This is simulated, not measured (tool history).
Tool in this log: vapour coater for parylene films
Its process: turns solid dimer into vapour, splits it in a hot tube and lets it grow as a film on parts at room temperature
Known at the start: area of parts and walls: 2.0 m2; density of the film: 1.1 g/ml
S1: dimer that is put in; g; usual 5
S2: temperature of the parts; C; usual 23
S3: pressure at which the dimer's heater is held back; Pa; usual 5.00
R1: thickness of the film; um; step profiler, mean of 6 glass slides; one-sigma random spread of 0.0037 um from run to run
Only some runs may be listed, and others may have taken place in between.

Run 1, hour 0.0: usual settings. Result: R1 1.218 um.
Run 2, hour 20.8: usual settings but S3 6.75 Pa. Result: R1 1.177 um.
Run 3, hour 36.5: usual settings but S3 6.64 Pa. Result: R1 1.181 um.
Run 4, hour 45.2: usual settings but S3 6.64 Pa. Result: R1 1.186 um.
Run 5, hour 59.8: usual settings but S2 20 C. Result: R1 1.345 um.
Run 6, hour 72.2: usual settings but S2 20 C. Result: R1 1.345 um.
Run 7, hour 92.8: usual settings. Result: R1 1.208 um.
Run 8, hour 108.8: usual settings but S2 18 C. Result: R1 1.433 um.
Run 9, hour 124.7: usual settings but S1 3 g, S3 2.47 Pa. Result: R1 0.768 um.
Run 10, hour 139.0: usual settings but S1 8 g, S2 17 C, S3 4.70 Pa. Result: R1 2.404 um.
Run 11, hour 152.5: usual settings but S1 8 g, S2 17 C, S3 4.70 Pa. Result: R1 2.401 um.
Run 12, hour 170.3: usual settings but S1 2 g, S2 30 C, S3 3.68 Pa. Result: R1 0.394 um.
Run 13, hour 180.3: usual settings but S1 2 g, S2 30 C, S3 3.68 Pa. Result: R1 0.394 um.
Run 14, hour 200.6: usual settings but S1 7 g, S2 21 C. Result: R1 1.815 um.
Run 15, hour 219.9: usual settings but S1 3 g, S2 17 C, S3 3.52 Pa. Result: R1 0.920 um.

Between the runs listed above, the log contained 1 entry, not reproduced here. Where in the sequence does each belong, and how does what the log doesn't record of the tool's condition differ from the listed run before to the listed run after?
Between runs 14 and 15: trap's valve overhauled (hour 212.2)
  vapour lost through the trap's worn valve, %: 0.2 -> 0
